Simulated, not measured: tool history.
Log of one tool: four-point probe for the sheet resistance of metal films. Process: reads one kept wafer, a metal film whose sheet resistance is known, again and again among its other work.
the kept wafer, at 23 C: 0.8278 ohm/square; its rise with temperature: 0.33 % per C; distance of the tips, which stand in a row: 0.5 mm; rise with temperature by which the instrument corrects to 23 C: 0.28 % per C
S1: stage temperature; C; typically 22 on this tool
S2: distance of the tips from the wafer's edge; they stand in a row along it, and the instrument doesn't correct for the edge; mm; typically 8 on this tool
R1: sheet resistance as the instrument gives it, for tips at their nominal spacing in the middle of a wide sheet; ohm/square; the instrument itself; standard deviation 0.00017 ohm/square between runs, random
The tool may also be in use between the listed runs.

run	hour	S1	S2	R1
1	0	22	8	0.829165
2	34.8	22	8	0.829019
3	54.8	22	8	0.828976
4	71.9	22	32	0.82717
5	91.6	22	32	0.82743
6	119.9	22	32	0.827629
7	157.3	22	32	0.827367
8	192.4	22	11	0.828396
9	216.9	22	11	0.828102
10	241.6	22	11	0.828469
11	261.3	22	11	0.828158
12	288.4	22	11	0.828273
13	326.3	22	8	0.829217
14	344.7	22	8	0.829436
15	383.2	22	8	0.829099
16	411.5	22	8	0.829217
17	429.8	22	8	0.828958
18	449.1	22	60	0.827732
19	486.2	21	65	0.82725
20	507.2	26	8	0.830928
21	528.7	25	13	0.829496
# hour 531.3: stage's thermometer calibrated
22	563.3	24	19	0.828905
23	591.2	28	52	0.82997
24	614.3	28	52	0.829777

For run 25, what comes out?
25	631.3	28	52	?

For run 25 the tool returned R1 0.830556 ohm/square.
Without the tool's hidden state the same run would have given R1 0.830196 ohm/square.
